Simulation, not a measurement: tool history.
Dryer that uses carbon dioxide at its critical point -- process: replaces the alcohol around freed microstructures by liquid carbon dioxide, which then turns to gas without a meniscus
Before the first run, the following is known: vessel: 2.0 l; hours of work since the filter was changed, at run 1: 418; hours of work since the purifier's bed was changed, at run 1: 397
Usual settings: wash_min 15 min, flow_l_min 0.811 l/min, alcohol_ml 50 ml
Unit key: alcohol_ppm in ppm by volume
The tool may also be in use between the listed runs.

run   hour  wash_min  flow_l_min  alcohol_ml  hours of work since the filter was changed  hours of work since the purifier's bed was changed  alcohol_ppm
  1      0        15       0.811          50                                         418                                                 397          280
       6.6  -- inlet filter changed
  2   16.4        15       0.811          50                                           7                                                 408          230
  3   29.9        15       0.805          50                                          17                                                 418          239
  4   43.2        15       0.805          50                                          27                                                 428          243
  5   52.3        15       0.811          50                                          33                                                 434          240
  6   71.1        15       0.811          73                                          47                                                 448          304
  7   91.7        15       0.811          73                                          62                                                 463          301
  8  102.1        15       0.826          50                                          70                                                 471          240
  9  120.7        22       0.826          50                                          84                                                 485          114
 10  131.9        15       0.811          69                                          92                                                 493          331
 11  146.5        15       0.811          30                                         102                                                 503          196
 12  159.6        15       0.811          30                                         112                                                 513          207
 13  171.6        15       0.811          30                                         121                                                 522          200
 14  191.9        18       1.253          47                                         136                                                 537          107
 15  210.2        23       0.636          47                                         149                                                 550          174
 16  227.2        11       1.126          32                                         162                                                 563          211
 17  246.9        11       1.126          32                                         176                                                 577          209
 18  264.5        11       0.823          32                                         189                                                 590          512
 19  281.7        11       0.823          32                                         201                                                 602          507
 20  297.6        17       0.901          50                                         213                                                 614          171

What will run 21 give?
 21  313.3        17       0.901          50                                         225                                                 626            ?

{"run 21": {"alcohol_ppm": 173}}
Had the tool carried no hidden state, the very same run would have given alcohol_ppm 47 ppm by volume.
